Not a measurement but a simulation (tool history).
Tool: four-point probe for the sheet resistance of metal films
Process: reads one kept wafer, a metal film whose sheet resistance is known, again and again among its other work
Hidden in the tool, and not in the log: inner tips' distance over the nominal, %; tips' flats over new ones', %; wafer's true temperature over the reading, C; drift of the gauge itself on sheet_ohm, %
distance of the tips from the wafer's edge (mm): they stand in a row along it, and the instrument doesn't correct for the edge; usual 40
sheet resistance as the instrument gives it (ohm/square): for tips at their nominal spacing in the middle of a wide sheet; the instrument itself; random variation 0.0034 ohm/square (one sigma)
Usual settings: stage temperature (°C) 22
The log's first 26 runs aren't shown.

run	hour	stage temperature (°C)	distance of the tips from the wafer's edge (mm)	touches since the probe head was changed	hours of work since the stage's thermometer was calibrated	sheet resistance as the instrument gives it (ohm/square)
27	441.9	29	11	33281	893	16.813599
28	462.7	27	11	34470	909	16.844193
29	484.8	19	40	35739	925	16.865982
30	497.9	24	51	36487	935	16.78179
31	520.9	24	51	37808	952	16.78148
# hour 523.3: stage's thermometer calibrated
32	539.1	23	29	38824	12	16.799049
33	551.2	23	29	39513	21	16.801152
34	562.7	27	3	40175	29	18.179831
35	575.7	27	3	40917	39	18.180681
36	598.7	33	5	42239	56	17.18133
37	610.2	33	5	42893	65	17.192402
38	623.6	33	5	43662	75	17.185309
39	637.7	30	11	44474	85	16.793702
40	663.4	22	32	45946	104	16.813658

Forecast run 41:
# hour 666.1: stage's thermometer calibrated, once more
41	685.8	27	9	47201	15	?

sheet resistance as the instrument gives it (ohm/square): 16.922498
Without the tool's hidden state the same run would have given sheet resistance as the instrument gives it (ohm/square) 16.887077.
